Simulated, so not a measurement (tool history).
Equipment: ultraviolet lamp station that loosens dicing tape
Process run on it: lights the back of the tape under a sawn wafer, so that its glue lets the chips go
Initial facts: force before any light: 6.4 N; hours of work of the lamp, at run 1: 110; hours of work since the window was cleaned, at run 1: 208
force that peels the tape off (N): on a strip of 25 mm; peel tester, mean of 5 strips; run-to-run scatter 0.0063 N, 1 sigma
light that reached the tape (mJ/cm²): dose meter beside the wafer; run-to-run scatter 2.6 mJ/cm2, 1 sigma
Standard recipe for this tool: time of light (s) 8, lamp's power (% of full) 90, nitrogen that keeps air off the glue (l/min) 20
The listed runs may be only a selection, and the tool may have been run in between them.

run	day	time of light (s)	lamp's power (% of full)	nitrogen that keeps air off the glue (l/min)	hours of work of the lamp	hours of work since the window was cleaned	force that peels the tape off (N)	light that reached the tape (mJ/cm²)
1	0.000	8	90	20	110	208	0.265	295
2	0.483	8	90	20	115	212	0.255	294
3	0.883	8	90	20	119	216	0.268	293
4	1.338	8	90	20	124	221	0.279	293
5	1.821	4	90	20	128	225	1.217	149
6	2.250	4	90	20	133	230	1.162	146
7	2.762	4	90	20	138	235	1.191	152
8	3.088	4	90	33	141	238	0.889	144
9	3.504	4	90	33	145	242	0.896	141
10	4.108	8	90	27	151	248	0.229	290
11	4.621	6	90	27	156	253	0.451	215
12	5.233	6	90	27	162	259	0.452	210
13	5.775	11	90	20	167	264	0.167	388
14	6.296	8	90	20	172	270	0.314	277
15	6.821	8	69	20	178	275	0.576	212
# day 6.888: window cleaned of glue's vapour
16	7.238	13	62	10	181	3	0.489	303
17	7.588	5	77	27	185	7	1.078	146
18	8.038	15	82	20	189	11	0.118	458
# day 8.292: window cleaned of glue's vapour, once more
19	8.717	6	90	20	196	4	0.507	225
20	9.075	6	80	36	199	8	0.430	201
21	9.379	6	80	36	202	11	0.431	196
22	9.717	6	80	36	206	14	0.450	202
23	10.200	6	61	25	210	19	1.001	150
24	10.746	8	90	33	216	24	0.191	293
25	11.296	8	90	33	221	30	0.177	290
26	11.688	5	64	13	225	33	1.840	129
27	12.246	13	77	13	231	39	0.193	402
28	12.742	13	77	13	235	44	0.196	403
29	13.021	15	87	31	238	47	0.096	522

Branching from run 29: 5 alternative next runs. What would each branch give?
A	13.538	6	72	7	243	52	?	?
B	13.538	8	93	23	243	52	?	?
C	13.538	6	100	18	243	52	?	?
D	13.538	15	87	35	243	52	?	?
E	13.538	9	90	12	243	52	?	?

run	force that peels the tape off (N)	light that reached the tape (mJ/cm²)
A	1.718	169
B	0.251	295
C	0.489	237
D	0.091	519
E	0.365	320
Take away the tool's hidden state, keep each run's random variation, and the runs would have read:
run	force that peels the tape off (N)	light that reached the tape (mJ/cm²)
A	1.336	203
B	0.173	353
C	0.323	284
D	0.089	622
E	0.240	384
